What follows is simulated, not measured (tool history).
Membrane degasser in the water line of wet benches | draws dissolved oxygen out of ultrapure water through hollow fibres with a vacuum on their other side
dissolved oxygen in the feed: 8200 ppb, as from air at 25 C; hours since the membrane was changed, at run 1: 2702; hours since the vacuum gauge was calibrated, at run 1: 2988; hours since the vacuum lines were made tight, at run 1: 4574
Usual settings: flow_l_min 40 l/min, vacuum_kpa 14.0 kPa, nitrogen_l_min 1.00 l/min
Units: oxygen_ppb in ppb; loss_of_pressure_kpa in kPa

| run | hour | flow_l_min | vacuum_kpa | nitrogen_l_min | hours since the membrane was changed | hours since the vacuum gauge was calibrated | hours since the vacuum lines were made tight | oxygen_ppb | loss_of_pressure_kpa |
|---|---|---|---|---|---|---|---|---|---|
| 1 | 0.0 | 40 | 14.0 | 1.00 | 2702 | 2988 | 4574 | 804.3 | 34.29 |
| 2 | 49.7 | 40 | 14.0 | 1.00 | 2751 | 3038 | 4624 | 814.4 | 34.47 |
| 3 | 116.3 | 26 | 14.0 | 1.00 | 2818 | 3104 | 4690 | 581.8 | 22.36 |
| 4 | 204.2 | 26 | 14.0 | 1.00 | 2906 | 3192 | 4778 | 581.6 | 22.36 |
| 5 | 266.2 | 26 | 14.0 | 1.00 | 2968 | 3254 | 4840 | 584.0 | 22.56 |
| 6 | 318.5 | 41 | 14.0 | 1.00 | 3020 | 3306 | 4892 | 830.9 | 35.02 |
| 7 | 418.0 | 41 | 14.0 | 1.00 | 3120 | 3406 | 4992 | 827.5 | 35.30 |
| 8 | 509.7 | 40 | 14.0 | 1.00 | 3211 | 3498 | 5084 | 815.0 | 34.68 |
| 9 | 576.0 | 40 | 14.0 | 1.00 | 3278 | 3564 | 5150 | 812.8 | 34.81 |
| 10 | 683.0 | 40 | 14.0 | 0.96 | 3385 | 3671 | 5257 | 845.0 | 34.54 |
| 11 | 764.4 | 40 | 14.0 | 0.96 | 3466 | 3752 | 5338 | 838.4 | 34.89 |
| 12 | 872.4 | 40 | 14.0 | 1.00 | 3574 | 3860 | 5446 | 811.5 | 34.63 |
| 13 | 946.8 | 40 | 14.0 | 1.00 | 3649 | 3935 | 5521 | 814.8 | 34.76 |
| 14 | 1020.6 | 60 | 33.1 | 0.55 | 3722 | 4008 | 5595 | 3428.1 | 51.92 |
| 15 | 1132.8 | 40 | 19.5 | 0.77 | 3835 | 4121 | 5707 | 1398.7 | 34.72 |
| 16 | 1234.0 | 36 | 15.2 | 1.23 | 3936 | 4222 | 5808 | 705.7 | 31.29 |
| 17 | 1326.0 | 37 | 32.4 | 2.96 | 4028 | 4314 | 5900 | 794.2 | 32.51 |
| 18 | 1406.9 | 37 | 32.4 | 2.96 | 4109 | 4395 | 5981 | 789.6 | 32.35 |
| 19 | 1510.5 | 37 | 31.5 | 0.63 | 4212 | 4498 | 6084 | 2366.4 | 32.30 |
| 20 | 1563.4 | 31 | 14.0 | 1.00 | 4265 | 4551 | 6137 | 672.1 | 27.08 |

Forecast run 21:
|  | 1615.8 | seals of the vacuum lines changed |
| 21 | 1670.2 | 31 | 14.0 | 1.00 | 4370 | 4656 | 54 | ? | ? |

Run 21 gave oxygen_ppb 668.8 ppb, loss_of_pressure_kpa 27.11 kPa.
Without the tool's hidden state the same run would have given oxygen_ppb 656.2 ppb, loss_of_pressure_kpa 26.14 kPa.
